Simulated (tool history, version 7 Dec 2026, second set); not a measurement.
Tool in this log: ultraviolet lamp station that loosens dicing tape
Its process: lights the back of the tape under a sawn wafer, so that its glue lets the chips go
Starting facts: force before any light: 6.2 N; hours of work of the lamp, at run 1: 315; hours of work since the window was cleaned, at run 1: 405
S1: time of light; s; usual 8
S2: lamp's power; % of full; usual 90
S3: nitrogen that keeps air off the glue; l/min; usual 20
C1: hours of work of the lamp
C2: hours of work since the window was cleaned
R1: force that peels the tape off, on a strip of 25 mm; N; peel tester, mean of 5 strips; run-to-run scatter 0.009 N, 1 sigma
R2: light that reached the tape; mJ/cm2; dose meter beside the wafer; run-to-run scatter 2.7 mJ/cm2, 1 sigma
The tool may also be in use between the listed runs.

run	hour	S1	S2	S3	C1	C2	R1	R2
1	0	8	90	20	315	405	0.516	321
2	10.5	8	90	20	323	414	0.525	321
3	19.7	8	70	20	331	421	0.836	249
4	30.4	8	70	20	339	430	0.82	246
5	37.7	8	70	20	345	435	0.837	251
6	44.7	8	70	20	351	441	0.879	250
7	53.4	8	70	20	358	448	0.867	245
8	58.3	8	63	20	362	452	1.055	220
9	65.7	8	63	20	368	458	1.053	223
10	70.7	8	63	20	372	462	1.003	222
11	77.2	8	61	20	377	467	1.097	215
12	88.8	8	90	20	386	476	0.55	309
13	93.7	8	90	20	390	480	0.535	308
14	101.4	8	90	20	396	486	0.556	313
15	109.1	8	90	20	402	492	0.52	311
16	118.3	8	66	20	410	500	1.006	229
17	129.1	8	66	20	418	508	0.963	225
18	138.6	8	66	20	426	516	1.002	224
# hour 145.4: window cleaned of glue's vapour
19	149.5	8	66	20	434	3	0.872	247
20	159.2	5	66	20	442	11	1.773	153
21	169.3	5	66	20	450	19	1.76	147
22	178.9	5	73	29	458	27	1.438	167
23	185.6	7	81	14	463	32	0.895	258
24	190.6	7	87	21	467	36	0.67	282
25	198.8	11	71	18	474	43	0.455	359
26	205.1	11	71	18	479	48	0.443	356
27	211.8	7	72	20	484	53	0.967	232
28	222	7	72	20	492	61	0.939	227
29	232.2	7	72	20	500	69	0.971	224
30	239.8	10	72	11	506	75	0.683	323
31	247.9	5	91	11	513	82	1.416	207
32	255	5	91	11	518	88	1.427	205
33	260.7	5	91	11	523	92	1.522	203
34	272.4	5	91	11	532	101	1.44	205
35	278.4	15	64	17	537	106	0.312	423
36	290.5	11	67	7	547	116	0.849	328
37	295.3	8	63	8	551	120	1.464	218
38	301	8	63	25	555	124	0.946	223
39	312.9	13	90	20	565	134	0.201	516
40	321.7	7	96	15	572	141	0.679	293
41	328.3	8	90	12	577	146	0.686	314
42	335.7	8	65	20	583	152	0.987	228

Alternative continuations, all from the tool just after run 42; predict every row:
A	345.8	8	81	20	591	160	?	?
B	345.8	8	65	8	591	160	?	?
C	345.8	9	71	8	591	160	?	?
D	345.8	6	80	20	591	160	?	?

run	R1	R2
A	0.665	278
B	1.416	230
C	1.079	275
D	1.164	208
Take away the tool's hidden state, keep each run's random variation, and the runs would have read:
run	R1	R2
A	0.46	334
B	1.073	275
C	0.78	330
D	0.854	250
